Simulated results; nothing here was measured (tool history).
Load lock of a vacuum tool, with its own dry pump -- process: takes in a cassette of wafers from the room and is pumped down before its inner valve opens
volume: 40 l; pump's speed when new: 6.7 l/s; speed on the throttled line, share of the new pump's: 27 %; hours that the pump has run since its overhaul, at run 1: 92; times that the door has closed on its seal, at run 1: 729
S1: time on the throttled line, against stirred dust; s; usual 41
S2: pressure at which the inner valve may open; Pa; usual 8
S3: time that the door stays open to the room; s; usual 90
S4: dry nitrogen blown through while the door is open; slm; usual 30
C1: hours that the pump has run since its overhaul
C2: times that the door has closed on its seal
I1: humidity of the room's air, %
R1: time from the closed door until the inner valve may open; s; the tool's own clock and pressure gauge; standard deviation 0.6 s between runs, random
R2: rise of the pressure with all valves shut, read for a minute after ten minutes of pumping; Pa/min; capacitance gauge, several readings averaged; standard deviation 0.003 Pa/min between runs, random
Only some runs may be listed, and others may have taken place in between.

Run 1, day 0.000: usual settings; C1 92; C2 729; I1 43.4. Result: R1 87.9 s, R2 0.044 Pa/min.
Run 2, day 1.892: usual settings; C1 137; C2 818; I1 46.3. Result: R1 87.2 s, R2 0.049 Pa/min.
Run 3, day 4.283: usual settings; C1 195; C2 931; I1 45.2. Result: R1 88.1 s, R2 0.050 Pa/min.
Run 4, day 6.542: usual settings; C1 249; C2 1038; I1 44.3. Result: R1 87.8 s, R2 0.043 Pa/min.
Run 5, day 10.042: usual settings; C1 333; C2 1203; I1 43.9. Result: R1 87.9 s, R2 0.048 Pa/min.
Run 6, day 13.567: usual settings; C1 417; C2 1369; I1 43.0. Result: R1 87.3 s, R2 0.046 Pa/min.
Run 7, day 15.921: usual settings; C1 474; C2 1480; I1 41.5. Result: R1 87.1 s, R2 0.046 Pa/min.

Predict the results of run 8:
Run 8, day 18.583: usual settings; C1 538; C2 1606; I1 48.9. Result: R1 ?, R2 ?.

Run 8 measured R1 87.6 s, R2 0.054 Pa/min.
With no hidden state in the tool, this same run would have given R1 87.6 s, R2 0.054 Pa/min.
